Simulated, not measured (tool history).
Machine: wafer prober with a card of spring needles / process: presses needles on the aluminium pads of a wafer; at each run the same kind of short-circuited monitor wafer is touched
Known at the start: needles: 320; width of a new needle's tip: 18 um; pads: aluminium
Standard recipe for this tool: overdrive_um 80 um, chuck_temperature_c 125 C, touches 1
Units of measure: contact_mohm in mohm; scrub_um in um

run	hour	overdrive_um	chuck_temperature_c	touches	contact_mohm	scrub_um
1	0.0	80	125	1	163	21.29
# hour 5.7: tips cleaned on abrasive film
2	6.1	80	125	1	162	21.43
# hour 11.1: tips cleaned on abrasive film
3	12.1	80	125	1	161	21.36
# hour 16.4: tips cleaned on abrasive film
4	17.4	80	125	2	162	21.47
# hour 21.6: tips cleaned on abrasive film
5	24.6	80	50	1	151	21.49
# hour 27.1: tips cleaned on abrasive film
6	28.8	80	50	1	151	21.41
# hour 32.3: tips cleaned on abrasive film
7	32.8	80	50	1	148	21.53
# hour 37.5: tips cleaned on abrasive film
8	41.0	80	50	1	148	21.49
# hour 43.2: tips cleaned on abrasive film
# hour 48.3: tips cleaned on abrasive film
9	48.3	65	125	1	167	17.32
# hour 53.4: tips cleaned on abrasive film
10	53.6	80	60	1	151	21.47
# hour 58.4: tips cleaned on abrasive film
11	61.5	80	125	2	163	21.61
# hour 63.6: tips cleaned on abrasive film
12	65.5	80	83	3	154	21.57
# hour 68.9: tips cleaned on abrasive film
13	73.7	94	83	2	153	25.44
# hour 74.5: tips cleaned on abrasive film
# hour 75.6: height of the first contact set anew
# hour 79.8: tips cleaned on abrasive film
14	80.8	80	83	1	155	21.60
# hour 85.1: tips cleaned on abrasive film
15	86.2	67	84	2	159	17.98
# hour 90.8: tips cleaned on abrasive film
16	91.2	63	62	3	156	16.78
# hour 95.8: tips cleaned on abrasive film
17	97.9	61	114	2	170	16.39
# hour 101.2: tips cleaned on abrasive film
# hour 106.6: tips cleaned on abrasive film
18	107.6	64	114	3	168	17.26
# hour 111.9: tips cleaned on abrasive film
# hour 117.1: tips cleaned on abrasive film
19	117.2	64	114	3	166	17.21
# hour 122.5: tips cleaned on abrasive film
20	126.1	87	125	2	160	23.43
# hour 127.7: tips cleaned on abrasive film
21	130.5	87	125	2	163	23.40

Subtracting, for every run, the result it would have given without the tool's unlogged condition from the measured result gives the following. The same run-to-run variation enters both numbers; the gauge's scatter may not:
Hidden state present: debris on the tips, nm; way that the needles fall short of the set height, um; tips' diameter, um; drift of the gauge itself on contact_mohm, %; drift of the gauge itself on scrub_um, %.
run	scrub_um
1	-0.01
2	+0.00
3	+0.01
4	+0.01
5	+0.03
6	+0.04
7	+0.04
8	+0.06
9	+0.05
10	+0.08
11	+0.09
12	+0.10
13	+0.14
14	+0.14
15	+0.13
16	+0.12
17	+0.13
18	+0.15
19	+0.17
20	+0.24
21	+0.24
contact_mohm: differs from the measured result by no more than 1 mohm in any run.
